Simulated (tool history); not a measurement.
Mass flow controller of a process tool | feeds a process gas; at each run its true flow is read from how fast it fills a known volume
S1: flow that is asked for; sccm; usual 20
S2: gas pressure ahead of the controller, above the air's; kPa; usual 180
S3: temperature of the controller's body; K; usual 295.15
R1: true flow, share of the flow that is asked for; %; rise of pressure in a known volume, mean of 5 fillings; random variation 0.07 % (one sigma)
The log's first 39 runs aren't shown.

run,hour,S1,S2,S3,R1
40,5918.4,10,212,295.15,102.14
41,6077,35,206,297.15,100.91
42,6227.7,6,188,297.15,103.99
43,6397.6,23,188,300.15,101.07
44,6597.2,23,188,300.15,101.08
45,6710,23,188,300.15,101.3
46,6806,10,145,310.15,102.76
47,6981.7,10,145,310.15,103.01
48,7072.9,10,145,310.15,102.97
49,7191.9,10,145,310.15,103.16

4 ways to go on from here, each from the tool as it stands after run 49. What would each give?
A,7365.1,38,180,303.15,?
B,7365.1,19,279,296.15,?
C,7365.1,11,274,312.15,?
D,7365.1,27,147,294.15,?

run,R1
A,101.33
B,101.85
C,103.59
D,100.72
Without the tool's hidden state the same runs would have given:
run,R1
A,99.64
B,99.24
C,99.67
D,98.65
